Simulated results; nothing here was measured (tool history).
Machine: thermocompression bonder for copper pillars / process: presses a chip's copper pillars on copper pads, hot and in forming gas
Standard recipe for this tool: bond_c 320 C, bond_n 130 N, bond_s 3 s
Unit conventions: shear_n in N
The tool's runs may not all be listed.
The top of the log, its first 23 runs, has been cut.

run 24 hour=805.8 | bond_c=298 bond_n=130 bond_s=3 | shear_n=68.8
run 25 hour=842.4 | bond_c=332 bond_n=194 bond_s=2 | shear_n=93.2
run 26 hour=868.6 | bond_c=332 bond_n=194 bond_s=2 | shear_n=92.6
run 27 hour=893.5 | bond_c=337 bond_n=130 bond_s=3 | shear_n=92.2
run 28 hour=939.9 | bond_c=337 bond_n=130 bond_s=3 | shear_n=92.5
run 29 hour=968.4 | bond_c=337 bond_n=130 bond_s=3 | shear_n=91.5
run 30 hour=1004.2 | bond_c=332 bond_n=130 bond_s=5 | shear_n=97.6
run 31 hour=1033.8 | bond_c=303 bond_n=117 bond_s=6 | shear_n=85.3
run 32 hour=1068.8 | bond_c=297 bond_n=187 bond_s=6 | shear_n=92.3
run 33 hour=1105.2 | bond_c=297 bond_n=187 bond_s=6 | shear_n=93.1
run 34 hour=1136.2 | bond_c=320 bond_n=90 bond_s=3 | shear_n=73.5
run 35 hour=1181.3 | bond_c=293 bond_n=144 bond_s=4 | shear_n=76
run 36 hour=1211.1 | bond_c=291 bond_n=116 bond_s=3 | shear_n=62.4
run 37 hour=1242.3 | bond_c=291 bond_n=116 bond_s=3 | shear_n=63.3
run 38 hour=1273.5 | bond_c=291 bond_n=116 bond_s=3 | shear_n=63
run 39 hour=1304.1 | bond_c=313 bond_n=80 bond_s=3 | shear_n=66
-- hour=1331.2 forming gas filter changed
run 40 hour=1331.2 | bond_c=313 bond_n=80 bond_s=3 | shear_n=66.1

Predict each of these 3 candidate next runs independently; none follows another, all start after run 40:
run A hour=1369.1 | bond_c=310 bond_n=130 bond_s=4 | shear_n=?
run B hour=1369.1 | bond_c=347 bond_n=150 bond_s=2 | shear_n=?
run C hour=1369.1 | bond_c=313 bond_n=102 bond_s=3 | shear_n=?

run=A shear_n=85.9
run=B shear_n=95.5
run=C shear_n=73.9
What these runs would have given with no unlogged condition in the tool:
run=A shear_n=79.9
run=B shear_n=90.8
run=C shear_n=67.7

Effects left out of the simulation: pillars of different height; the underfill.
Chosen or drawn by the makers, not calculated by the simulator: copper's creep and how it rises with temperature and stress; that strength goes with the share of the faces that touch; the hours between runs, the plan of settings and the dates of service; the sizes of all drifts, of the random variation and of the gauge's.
